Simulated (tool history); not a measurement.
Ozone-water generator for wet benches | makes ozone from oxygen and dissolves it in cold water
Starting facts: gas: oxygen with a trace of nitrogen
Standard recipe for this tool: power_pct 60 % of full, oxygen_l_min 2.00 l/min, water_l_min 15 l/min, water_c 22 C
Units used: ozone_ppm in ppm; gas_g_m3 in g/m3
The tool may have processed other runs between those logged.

run,day,power_pct,oxygen_l_min,water_l_min,water_c,ozone_ppm,gas_g_m3
1,0.000,60,2.00,15,22,8.7,149.4
2,2.100,60,2.00,15,22,8.5,147.3
3,3.567,60,2.00,15,22,8.6,147.0
4,5.425,60,2.00,15,22,8.7,147.6
5,7.108,60,2.00,15,22,8.4,147.3
6,8.300,60,2.00,15,22,8.6,147.0
7,10.362,60,2.00,11,22,11.4,146.6
8,12.404,60,2.00,11,22,11.0,147.0
9,13.712,60,2.00,15,23,8.6,145.8
10,15.471,60,2.00,15,23,8.5,146.0
11,16.792,60,2.47,15,17,9.1,130.4
12,19.308,68,2.78,15,22,9.3,133.1
13,21.888,68,2.78,15,22,9.6,133.5
14,22.996,68,2.78,15,22,9.5,132.4
15,25.200,79,2.00,15,25,9.6,172.9
16,26.708,79,1.07,14,25,9.3,243.1
17,28.992,78,1.42,15,22,9.2,206.9
18,31.492,78,1.42,15,22,9.0,206.0
19,32.804,78,1.42,15,22,9.3,205.2

Here are 5 independent what-if runs from the current tool condition. What would each one return?
A,33.875,60,2.05,15,19,?,?
B,33.875,53,2.04,15,29,?,?
C,33.875,68,2.00,15,22,?,?
D,33.875,60,2.00,19,30,?,?
E,33.875,60,1.05,15,22,?,?

run,ozone_ppm,gas_g_m3
A,8.8,143.2
B,7.2,133.3
C,9.1,155.8
D,6.3,145.1
E,7.1,206.4
Stripped of hidden state, with their random variation kept, the same runs would have yielded:
run,ozone_ppm,gas_g_m3
A,9.4,147.6
B,7.7,137.1
C,9.8,161.1
D,6.7,149.5
E,7.6,212.8

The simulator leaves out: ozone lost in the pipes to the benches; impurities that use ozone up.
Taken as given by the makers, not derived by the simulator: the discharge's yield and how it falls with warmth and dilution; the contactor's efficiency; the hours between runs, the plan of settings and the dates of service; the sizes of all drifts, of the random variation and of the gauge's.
